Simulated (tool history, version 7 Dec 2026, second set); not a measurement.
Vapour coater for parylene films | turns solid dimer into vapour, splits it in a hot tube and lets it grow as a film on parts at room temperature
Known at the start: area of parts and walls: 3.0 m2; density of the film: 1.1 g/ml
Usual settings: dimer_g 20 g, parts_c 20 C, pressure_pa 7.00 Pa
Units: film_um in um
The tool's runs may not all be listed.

run   hour  dimer_g  parts_c  pressure_pa  film_um
  1    0.0       20       20         7.00     3.90
  2   12.3       20       20         7.00     3.89
  3   19.2       20       20         7.00     3.89
  4   27.3       20       20         7.00     3.91
  5   43.4       20       20         7.00     3.89
  6   56.5       20       32         7.00     2.75
  7   68.2       20       32         7.00     2.76
  8   78.1       20       20         7.00     3.89
  9   91.5       20       20         7.00     3.87
 10  101.0       20       20         7.00     3.87
     107.2  -- trap's valve overhauled
 11  117.1       20       13         7.00     4.66
 12  131.5       20       20         2.12     5.14
 13  144.7       20       20         2.12     5.12
 14  160.3       33       20         7.00     6.28
 15  167.7       33       20         7.00     6.26
 16  176.7       20       20         7.00     3.79
     189.4  -- trap's valve overhauled, once more
 17  194.7       20       20         7.00     4.04
 18  211.7       20       20         7.00     4.08
 19  225.4       20       20         7.00     4.06
 20  237.3       20       20         7.00     4.06
 21  247.0       20       20         7.00     4.05
 22  260.9       20       20         7.00     4.03
 23  270.0       20       20         7.00     4.06
 24  285.2       26       18         5.78     5.82
 25  294.6       20       20         4.10     4.60
 26  310.9       20       20         4.10     4.60
 27  324.9       20       17         4.10     5.00
 28  338.8       27       14         7.00     6.45
 29  352.3        8       24         2.43     1.86
 30  368.2       23       24         7.09     4.10
 31  379.7       23       14         2.28     6.72
 32  396.1       12       19         2.28     3.26
 33  411.4       12       19         2.28     3.27
 34  426.4       21       30         5.44     3.36
 35  438.0       27       30         7.00     4.08
 36  453.4       27       30         7.00     4.06
 37  468.8       15       12         7.00     3.76
 38  477.6       24       27         2.22     5.20
 39  485.7       24       19         7.91     4.78
 40  500.9       34       19         7.91     6.80
 41  508.2       23       22         2.56     5.56
 42  524.8       20       20         7.00     3.96
 43  537.9        9       20         7.00     1.79
 44  551.8        9       17         8.81     1.84
 45  567.0       17       20         5.11     3.65
 46  575.3       31       31         2.09     6.07

Some steps in film_um between neighbouring runs. How much of each would the tool show without its hidden state too (settings, what came in, random variation), and how much is left for the hidden state, with any gauge scatter that isn't in both results?
The hidden state here: vapour lost through the trap's worn valve, %; true temperature of the parts over the reading, C; drift of the gauge itself on film_um, %.
Run 10 -> 11: parts_c 20 -> 13, trap's valve overhauled. film_um +0.79 um: hidden state -0.11, all else +0.90.
Run 15 -> 16: dimer_g 33 -> 20. film_um -2.47 um: hidden state +0.18, all else -2.65.
Run 16 -> 17: trap's valve overhauled, once more. film_um +0.25 um: hidden state +0.26, all else -0.01.
Run 28 -> 29: dimer_g 27 -> 8, parts_c 14 -> 24, pressure_pa 7.00 -> 2.43. film_um -4.59 um: hidden state +0.08, all else -4.67.
Run 30 -> 31: parts_c 24 -> 14, pressure_pa 7.09 -> 2.28. film_um +2.62 um: hidden state -0.02, all else +2.64.
Run 31 -> 32: dimer_g 23 -> 12, parts_c 14 -> 19. film_um -3.46 um: hidden state +0.04, all else -3.50.
